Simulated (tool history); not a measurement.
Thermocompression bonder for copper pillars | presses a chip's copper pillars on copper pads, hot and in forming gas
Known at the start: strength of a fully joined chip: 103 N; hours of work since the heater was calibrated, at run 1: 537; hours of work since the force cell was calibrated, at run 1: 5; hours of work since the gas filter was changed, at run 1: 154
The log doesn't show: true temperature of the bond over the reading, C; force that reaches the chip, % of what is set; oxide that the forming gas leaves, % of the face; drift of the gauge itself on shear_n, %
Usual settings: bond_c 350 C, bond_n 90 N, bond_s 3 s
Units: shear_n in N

run     day  bond_c  bond_n  bond_s  hours of work since the heater was calibrated  hours of work since the force cell was calibrated  hours of work since the gas filter was changed  shear_n
  1   0.000     350      90       3                                            537                                                  5                                             154     53.0
  2   1.617     350      90       3                                            565                                                 33                                             181     52.4
  3   4.983     350      90       3                                            624                                                 92                                             240     51.0
  4   7.450     350      90       8                                            666                                                134                                             283     66.8
  5  10.188     350      90       8                                            714                                                182                                             330     66.1
     11.117  -- forming gas filter changed
  6  13.167     350     107       8                                            765                                                233                                              36     76.0
  7  16.508     350     107       8                                            823                                                291                                              93     74.9
  8  19.683     331     107       8                                            878                                                346                                             148     62.0
  9  22.467     331     107       8                                            926                                                394                                             197     62.4
 10  24.738     331      99       8                                            965                                                433                                             236     58.8
 11  26.879     331      99       8                                           1002                                                470                                             273     59.0
 12  29.325     350      90       3                                           1045                                                513                                             315     48.9
     30.979  -- forming gas filter changed
 13  32.796     350      90       3                                           1104                                                572                                              31     54.9
 14  35.200     357      90       3                                           1146                                                614                                              73     58.2
 15  38.800     350      90       3                                           1208                                                676                                             135     54.5
 16  41.717     350      90       5                                           1259                                                727                                             186     60.4
 17  44.962     350      90       5                                           1315                                                783                                             242     59.1
 18  47.475     350      80       5                                           1359                                                826                                             286     56.5
     50.729  -- forming gas filter changed
 19  50.746     350      90       2                                           1415                                                883                                               0     48.1
 20  53.350     358      64       3                                           1460                                                928                                              45     48.9
 21  54.908     350      90       5                                           1487                                                955                                              72     63.5
 22  57.562     350      90       4                                           1533                                               1001                                             118     58.1
 23  59.342     350      94       5                                           1564                                               1032                                             149     63.7
 24  61.196     338     102       5                                           1596                                               1064                                             181     56.9
     62.138  -- force cell calibrated
 25  64.758     338     102       2                                           1656                                                 45                                             242     39.6
 26  67.467     367      90       3                                           1703                                                 92                                             289     56.4
     68.075  -- heater calibrated with a thermocouple chip
 27  69.479     367      90       3                                             24                                                126                                             322     60.3
     70.688  -- forming gas filter changed
 28  71.446     364      95       7                                             58                                                159                                              13     81.0
 29  74.500     364      95       7                                            111                                                212                                              66     80.5
 30  76.608     350      90       6                                            147                                                249                                             102     67.6
 31  79.958     354      56       2                                            205                                                307                                             160     36.8
 32  82.200     354      54       4                                            244                                                346                                             199     46.2
 33  84.196     337      58       3                                            279                                                380                                             234     34.6
 34  87.842     334      63       3                                            342                                                443                                             297     34.4
 35  89.625     350      90       8                                            373                                                474                                             328     67.1
     90.458  -- forming gas filter changed
 36  91.192     350      90       3                                            400                                                501                                              13     56.0
 37  93.721     325      55       5                                            443                                                545                                              56     36.8
 38  96.550     341      90       3                                            492                                                594                                             105     48.9

Forecast each of these 4 alternatives for the next run:
  A  100.288     370      89       6                                            557                                                658                                             170        ?
  B  100.288     350      99       2                                            557                                                658                                             170        ?
  C  100.288     327      84       5                                            557                                                658                                             170        ?
  D  100.288     356      87       8                                            557                                                658                                             170        ?

run  shear_n
  A     76.2
  B     48.8
  C     46.7
  D     72.6
Without the tool's hidden state the same runs would have given:
run  shear_n
  A     80.1
  B     51.2
  C     49.1
  D     76.4
